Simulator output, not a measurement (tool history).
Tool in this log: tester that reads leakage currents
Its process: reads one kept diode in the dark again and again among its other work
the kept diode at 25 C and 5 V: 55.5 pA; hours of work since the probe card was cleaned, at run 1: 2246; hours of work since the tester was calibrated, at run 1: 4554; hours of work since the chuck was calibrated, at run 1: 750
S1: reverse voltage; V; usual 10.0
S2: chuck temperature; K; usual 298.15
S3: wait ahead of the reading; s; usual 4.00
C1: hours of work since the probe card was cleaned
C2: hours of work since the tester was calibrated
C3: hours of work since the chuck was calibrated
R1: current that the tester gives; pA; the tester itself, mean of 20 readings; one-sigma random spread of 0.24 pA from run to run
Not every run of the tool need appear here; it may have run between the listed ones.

{"run": 1, "hour": 0.0, "S1": 10.0, "S2": 298.15, "S3": 4.0, "C1": 2246, "C2": 4554, "C3": 750, "R1": 104.05}
{"hour": 23.2, "done": "chuck's temperature calibrated"}
{"run": 2, "hour": 82.7, "S1": 10.0, "S2": 297.15, "S3": 4.0, "C1": 2310, "C2": 4618, "C3": 47, "R1": 100.81}
{"hour": 210.3, "done": "probe card cleaned and baked"}
{"run": 3, "hour": 222.6, "S1": 10.0, "S2": 297.15, "S3": 4.0, "C1": 10, "C2": 4726, "C3": 155, "R1": 79.25}
{"run": 4, "hour": 372.4, "S1": 10.0, "S2": 297.15, "S3": 4.0, "C1": 128, "C2": 4844, "C3": 273, "R1": 81.5}
{"hour": 429.0, "done": "tester calibrated"}
{"run": 5, "hour": 509.9, "S1": 10.0, "S2": 297.15, "S3": 4.0, "C1": 235, "C2": 64, "C3": 380, "R1": 85.51}
{"run": 6, "hour": 647.0, "S1": 10.0, "S2": 297.15, "S3": 4.0, "C1": 343, "C2": 172, "C3": 488, "R1": 87.64}
{"hour": 773.5, "done": "chuck's temperature calibrated, once more"}
{"run": 7, "hour": 782.8, "S1": 10.0, "S2": 322.15, "S3": 4.0, "C1": 448, "C2": 277, "C3": 7, "R1": 472.68}
{"run": 8, "hour": 907.5, "S1": 10.0, "S2": 322.15, "S3": 4.0, "C1": 546, "C2": 376, "C3": 106, "R1": 476.74}
{"run": 9, "hour": 1033.5, "S1": 10.0, "S2": 322.15, "S3": 4.0, "C1": 646, "C2": 475, "C3": 205, "R1": 484.53}
{"run": 10, "hour": 1198.3, "S1": 10.0, "S2": 322.15, "S3": 4.0, "C1": 775, "C2": 605, "C3": 335, "R1": 491.4}
{"run": 11, "hour": 1281.2, "S1": 10.0, "S2": 322.15, "S3": 4.0, "C1": 841, "C2": 670, "C3": 400, "R1": 495.28}
{"run": 12, "hour": 1452.7, "S1": 10.0, "S2": 322.15, "S3": 4.0, "C1": 976, "C2": 805, "C3": 535, "R1": 501.81}
{"run": 13, "hour": 1534.8, "S1": 10.0, "S2": 322.15, "S3": 4.0, "C1": 1041, "C2": 870, "C3": 600, "R1": 504.85}
{"run": 14, "hour": 1647.2, "S1": 10.0, "S2": 322.15, "S3": 4.0, "C1": 1129, "C2": 958, "C3": 689, "R1": 511.03}
{"hour": 1749.9, "done": "chuck's temperature calibrated"}
{"run": 15, "hour": 1816.4, "S1": 10.0, "S2": 322.15, "S3": 4.0, "C1": 1261, "C2": 1090, "C3": 52, "R1": 484.95}
{"run": 16, "hour": 1972.9, "S1": 10.0, "S2": 322.15, "S3": 4.0, "C1": 1384, "C2": 1214, "C3": 176, "R1": 495.48}
{"run": 17, "hour": 2122.1, "S1": 10.0, "S2": 322.15, "S3": 4.0, "C1": 1502, "C2": 1331, "C3": 293, "R1": 495.26}
{"run": 18, "hour": 2193.9, "S1": 10.0, "S2": 298.15, "S3": 0.45, "C1": 1558, "C2": 1388, "C3": 350, "R1": 100.61}
{"run": 19, "hour": 2299.1, "S1": 10.0, "S2": 298.15, "S3": 0.45, "C1": 1641, "C2": 1471, "C3": 433, "R1": 102.64}
{"run": 20, "hour": 2389.5, "S1": 4.4, "S2": 316.15, "S3": 6.66, "C1": 1713, "C2": 1542, "C3": 504, "R1": 227.15}
{"run": 21, "hour": 2477.9, "S1": 1.5, "S2": 302.15, "S3": 1.42, "C1": 1782, "C2": 1612, "C3": 574, "R1": 49.08}
{"run": 22, "hour": 2636.8, "S1": 1.5, "S2": 302.15, "S3": 1.42, "C1": 1908, "C2": 1737, "C3": 699, "R1": 49.92}
{"hour": 2735.5, "done": "chuck's temperature calibrated"}
{"run": 23, "hour": 2786.7, "S1": 11.0, "S2": 327.15, "S3": 7.8, "C1": 2024, "C2": 1853, "C3": 40, "R1": 710.08}
{"run": 24, "hour": 2908.6, "S1": 11.0, "S2": 327.15, "S3": 7.8, "C1": 2120, "C2": 1949, "C3": 136, "R1": 712.81}
{"run": 25, "hour": 3072.2, "S1": 11.0, "S2": 327.15, "S3": 7.8, "C1": 2249, "C2": 2078, "C3": 265, "R1": 724.82}
{"run": 26, "hour": 3147.4, "S1": 4.5, "S2": 304.15, "S3": 7.8, "C1": 2308, "C2": 2138, "C3": 325, "R1": 97.4}
{"hour": 3270.5, "done": "probe card cleaned and baked"}
{"run": 27, "hour": 3313.1, "S1": 8.3, "S2": 301.15, "S3": 4.0, "C1": 34, "C2": 2266, "C3": 453, "R1": 94.25}
{"run": 28, "hour": 3406.1, "S1": 1.2, "S2": 308.15, "S3": 0.53, "C1": 107, "C2": 2339, "C3": 526, "R1": 65.3}
{"run": 29, "hour": 3497.1, "S1": 1.6, "S2": 308.15, "S3": 4.82, "C1": 179, "C2": 2411, "C3": 598, "R1": 75.03}
{"run": 30, "hour": 3623.0, "S1": 1.5, "S2": 295.15, "S3": 0.61, "C1": 278, "C2": 2510, "C3": 697, "R1": 27.17}
{"hour": 3722.5, "done": "chuck's temperature calibrated"}
{"run": 31, "hour": 3788.7, "S1": 1.6, "S2": 295.15, "S3": 2.72, "C1": 407, "C2": 2639, "C3": 52, "R1": 26.32}
{"run": 32, "hour": 3921.2, "S1": 11.1, "S2": 298.15, "S3": 3.47, "C1": 511, "C2": 2743, "C3": 157, "R1": 89.41}
{"run": 33, "hour": 4022.9, "S1": 10.0, "S2": 329.15, "S3": 5.08, "C1": 591, "C2": 2824, "C3": 237, "R1": 779.52}
{"run": 34, "hour": 4111.4, "S1": 1.8, "S2": 324.15, "S3": 0.81, "C1": 661, "C2": 2893, "C3": 306, "R1": 248.35}
{"run": 35, "hour": 4238.5, "S1": 1.8, "S2": 324.15, "S3": 0.81, "C1": 761, "C2": 2993, "C3": 407, "R1": 251.31}
{"run": 36, "hour": 4401.5, "S1": 10.0, "S2": 311.15, "S3": 0.55, "C1": 890, "C2": 3122, "C3": 535, "R1": 236.88}
{"run": 37, "hour": 4505.6, "S1": 10.0, "S2": 311.15, "S3": 0.55, "C1": 972, "C2": 3204, "C3": 617, "R1": 240.12}
{"run": 38, "hour": 4627.3, "S1": 7.0, "S2": 331.15, "S3": 6.49, "C1": 1068, "C2": 3300, "C3": 713, "R1": 787.58}

Some steps in R1, run to run, broken into two amounts with sign: the step expected even without the hidden condition (settings, incoming material, random variation), and the rest, left for the hidden condition together with whatever gauge scatter is not in both the measured and the hidden-condition-free result:
Hidden state at play: stray current of the dirty probe card, pA a volt; current scale over the true one, %; true chuck temperature over the reading, C; drift of the gauge itself on leakage_pa, %.
Run 14 -> 15: chuck's temperature calibrated. R1 -26.08 pA: hidden state -25.33, all else -0.75.
Run 22 -> 23: S1 1.5 -> 11.0, S2 302.15 -> 327.15, S3 1.42 -> 7.80, chuck's temperature calibrated. R1 +660.16 pA: hidden state +11.88, all else +648.28.
Run 25 -> 26: S1 11.0 -> 4.5, S2 327.15 -> 304.15. R1 -627.42 pA: hidden state -21.85, all else -605.57.
Run 32 -> 33: S1 11.1 -> 10.0, S2 298.15 -> 329.15, S3 3.47 -> 5.08. R1 +690.11 pA: hidden state +16.58, all else +673.53.
Run 37 -> 38: S1 10.0 -> 7.0, S2 311.15 -> 331.15, S3 0.55 -> 6.49. R1 +547.46 pA: hidden state +33.91, all else +513.55.
